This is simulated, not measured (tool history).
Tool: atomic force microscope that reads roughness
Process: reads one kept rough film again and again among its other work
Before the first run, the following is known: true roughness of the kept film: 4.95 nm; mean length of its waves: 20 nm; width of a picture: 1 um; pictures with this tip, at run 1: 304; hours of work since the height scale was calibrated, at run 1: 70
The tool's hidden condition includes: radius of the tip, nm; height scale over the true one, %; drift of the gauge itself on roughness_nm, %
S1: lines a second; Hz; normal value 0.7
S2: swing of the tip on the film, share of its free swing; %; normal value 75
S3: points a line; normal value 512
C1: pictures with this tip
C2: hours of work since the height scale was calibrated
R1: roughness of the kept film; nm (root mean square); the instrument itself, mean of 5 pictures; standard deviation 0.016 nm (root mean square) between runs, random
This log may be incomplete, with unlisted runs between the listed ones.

run,hour,S1,S2,S3,C1,C2,R1
1,0,0.7,75,512,304,70,2.221
# hour 7.4: new tip fitted
2,15.1,0.7,70,512,8,80,3.728
3,33.7,0.7,70,512,29,92,3.562
4,49.9,0.7,70,512,47,103,3.437
5,73.7,0.7,75,499,74,118,3.223
6,94.6,0.7,75,301,97,132,3.019
7,105.7,0.7,75,896,109,139,3.027
8,119.6,0.7,75,328,125,149,2.856
9,134.7,0.7,75,328,142,158,2.783
10,148.7,0.7,75,328,158,168,2.704
11,169.2,0.7,75,328,180,181,2.654
12,191.6,0.7,75,328,205,196,2.518
13,211.6,0.7,75,331,228,209,2.42
14,227.7,0.7,75,512,246,219,2.402
15,238.3,0.7,75,512,257,226,2.369
16,261.8,0.7,75,512,284,242,2.278
17,277.4,0.7,75,512,301,252,2.212
# hour 286.3: new tip fitted
18,291.6,0.7,81,959,5,261,3.793
19,304.1,2.738,82,394,19,269,3.347
20,327.7,3.77,75,957,46,285,3.171
21,345.6,1.471,86,568,66,296,3.117
22,365.2,0.617,57,466,88,309,3.162
23,379.1,1.274,74,512,103,318,2.977
24,403.7,0.7,71,512,131,335,2.911
25,427.6,1.99,87,695,157,350,2.587
26,450,1.672,70,508,182,365,2.606
27,465.2,1.491,70,508,199,375,2.536
28,476.5,1.491,70,508,212,382,2.506
29,487,0.7,75,491,224,389,2.485
30,499.3,0.7,75,491,238,397,2.442
31,511.1,0.7,75,491,251,405,2.37
32,525.5,0.7,75,491,267,414,2.322
33,537.4,2.18,75,645,280,422,2.202
34,553.7,2.18,75,645,298,433,2.172

What differs in the tool's unlogged condition from the final listed run ahead of each entry between runs to the first listed run following it?
Run 1 -> run 2: new tip fitted (hour 7.4)
  radius of the tip, nm: 23.9 -> 5.9; height scale over the true one, %: -0.09 -> -0.08
  measured value less the no-hidden-state value, R1: -1.648 -> -0.133 nm (root mean square)
Run 17 -> run 18: new tip fitted (hour 286.3)
  radius of the tip, nm: 23.8 -> 5.6; height scale over the true one, %: 0.03 -> 0.04
  measured value less the no-hidden-state value, R1: -1.638 -> -0.09 nm (root mean square)
